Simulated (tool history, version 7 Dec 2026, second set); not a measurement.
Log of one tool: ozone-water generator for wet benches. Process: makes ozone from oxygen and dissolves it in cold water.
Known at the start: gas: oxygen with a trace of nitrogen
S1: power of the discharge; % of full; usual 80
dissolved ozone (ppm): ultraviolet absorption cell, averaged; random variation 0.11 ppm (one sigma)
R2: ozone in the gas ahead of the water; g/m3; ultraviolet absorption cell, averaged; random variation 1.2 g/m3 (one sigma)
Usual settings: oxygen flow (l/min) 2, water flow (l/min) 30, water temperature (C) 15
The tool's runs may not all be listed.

run 1 hour=0 | S1=80 oxygen_flow_(l/min)=2 water_flow_(l/min)=30 water_temperature_(C)=15 | dissolved_ozone_(ppm)=8.9 R2=228.5
run 2 hour=35.1 | S1=80 oxygen_flow_(l/min)=2 water_flow_(l/min)=30 water_temperature_(C)=15 | dissolved_ozone_(ppm)=8.9 R2=224.3
run 3 hour=59.6 | S1=80 oxygen_flow_(l/min)=2 water_flow_(l/min)=30 water_temperature_(C)=15 | dissolved_ozone_(ppm)=9.1 R2=226.8
run 4 hour=110.9 | S1=80 oxygen_flow_(l/min)=2 water_flow_(l/min)=30 water_temperature_(C)=15 | dissolved_ozone_(ppm)=9 R2=226.1
run 5 hour=153.6 | S1=80 oxygen_flow_(l/min)=2.08 water_flow_(l/min)=30 water_temperature_(C)=15 | dissolved_ozone_(ppm)=9 R2=223.6
run 6 hour=207.2 | S1=80 oxygen_flow_(l/min)=2 water_flow_(l/min)=30 water_temperature_(C)=15 | dissolved_ozone_(ppm)=9 R2=226.6
run 7 hour=249 | S1=80 oxygen_flow_(l/min)=2 water_flow_(l/min)=30 water_temperature_(C)=15 | dissolved_ozone_(ppm)=8.9 R2=228.5
run 8 hour=287.6 | S1=64 oxygen_flow_(l/min)=2 water_flow_(l/min)=30 water_temperature_(C)=15 | dissolved_ozone_(ppm)=7.3 R2=186.9
run 9 hour=342.3 | S1=80 oxygen_flow_(l/min)=2 water_flow_(l/min)=30 water_temperature_(C)=15 | dissolved_ozone_(ppm)=8.9 R2=225.2
run 10 hour=366.6 | S1=97 oxygen_flow_(l/min)=2 water_flow_(l/min)=30 water_temperature_(C)=15 | dissolved_ozone_(ppm)=10.4 R2=265
run 11 hour=402.7 | S1=97 oxygen_flow_(l/min)=2 water_flow_(l/min)=30 water_temperature_(C)=15 | dissolved_ozone_(ppm)=10.6 R2=265.5
run 12 hour=435.2 | S1=80 oxygen_flow_(l/min)=2 water_flow_(l/min)=38 water_temperature_(C)=15 | dissolved_ozone_(ppm)=6.7 R2=226.6
run 13 hour=481.9 | S1=80 oxygen_flow_(l/min)=2 water_flow_(l/min)=38 water_temperature_(C)=15 | dissolved_ozone_(ppm)=6.8 R2=226.3
run 14 hour=520.7 | S1=80 oxygen_flow_(l/min)=2 water_flow_(l/min)=38 water_temperature_(C)=15 | dissolved_ozone_(ppm)=6.7 R2=226.2
run 15 hour=576.5 | S1=80 oxygen_flow_(l/min)=2 water_flow_(l/min)=38 water_temperature_(C)=15 | dissolved_ozone_(ppm)=6.7 R2=226.8
run 16 hour=632.1 | S1=80 oxygen_flow_(l/min)=2 water_flow_(l/min)=30 water_temperature_(C)=15 | dissolved_ozone_(ppm)=8.8 R2=227.5
run 17 hour=680.8 | S1=80 oxygen_flow_(l/min)=1.45 water_flow_(l/min)=30 water_temperature_(C)=15 | dissolved_ozone_(ppm)=8.2 R2=271.4
run 18 hour=731.8 | S1=80 oxygen_flow_(l/min)=1.45 water_flow_(l/min)=30 water_temperature_(C)=15 | dissolved_ozone_(ppm)=8 R2=270.5
run 19 hour=755.7 | S1=56 oxygen_flow_(l/min)=2 water_flow_(l/min)=30 water_temperature_(C)=10 | dissolved_ozone_(ppm)=6.8 R2=168.5
run 20 hour=788.1 | S1=80 oxygen_flow_(l/min)=2.17 water_flow_(l/min)=28 water_temperature_(C)=7 | dissolved_ozone_(ppm)=10.4 R2=217.2
run 21 hour=843.5 | S1=82 oxygen_flow_(l/min)=1.38 water_flow_(l/min)=30 water_temperature_(C)=15 | dissolved_ozone_(ppm)=8.3 R2=286.9
run 22 hour=899.7 | S1=80 oxygen_flow_(l/min)=2 water_flow_(l/min)=21 water_temperature_(C)=13 | dissolved_ozone_(ppm)=13.7 R2=224.4
run 23 hour=927 | S1=43 oxygen_flow_(l/min)=1.68 water_flow_(l/min)=21 water_temperature_(C)=15 | dissolved_ozone_(ppm)=7.8 R2=149.4
run 24 hour=984.2 | S1=80 oxygen_flow_(l/min)=1.99 water_flow_(l/min)=36 water_temperature_(C)=15 | dissolved_ozone_(ppm)=7 R2=227.9
run 25 hour=1009.5 | S1=55 oxygen_flow_(l/min)=2.41 water_flow_(l/min)=36 water_temperature_(C)=15 | dissolved_ozone_(ppm)=5.4 R2=150.8
run 26 hour=1067.6 | S1=55 oxygen_flow_(l/min)=2.41 water_flow_(l/min)=36 water_temperature_(C)=15 | dissolved_ozone_(ppm)=5.5 R2=149.5
run 27 hour=1112.3 | S1=80 oxygen_flow_(l/min)=2 water_flow_(l/min)=25 water_temperature_(C)=7 | dissolved_ozone_(ppm)=11.5 R2=223.6
run 28 hour=1154.4 | S1=80 oxygen_flow_(l/min)=2 water_flow_(l/min)=25 water_temperature_(C)=7 | dissolved_ozone_(ppm)=11.5 R2=225.8
run 29 hour=1179.6 | S1=80 oxygen_flow_(l/min)=2 water_flow_(l/min)=25 water_temperature_(C)=7 | dissolved_ozone_(ppm)=11.6 R2=225.5
run 30 hour=1228.6 | S1=80 oxygen_flow_(l/min)=1.31 water_flow_(l/min)=30 water_temperature_(C)=10 | dissolved_ozone_(ppm)=8.1 R2=287.8
run 31 hour=1273.3 | S1=51 oxygen_flow_(l/min)=2 water_flow_(l/min)=42 water_temperature_(C)=9 | dissolved_ozone_(ppm)=4.2 R2=157.2
run 32 hour=1320.9 | S1=57 oxygen_flow_(l/min)=1.57 water_flow_(l/min)=24 water_temperature_(C)=7 | dissolved_ozone_(ppm)=8.6 R2=194.9

Taken out of this log: 1 entry between the listed runs. Where each belongs, and how the hidden state differs across it:
Between runs 19 and 20: contactor cleaned (hour 768.3)
  contactor's efficiency, % of a clean one's: 99.9 -> 100
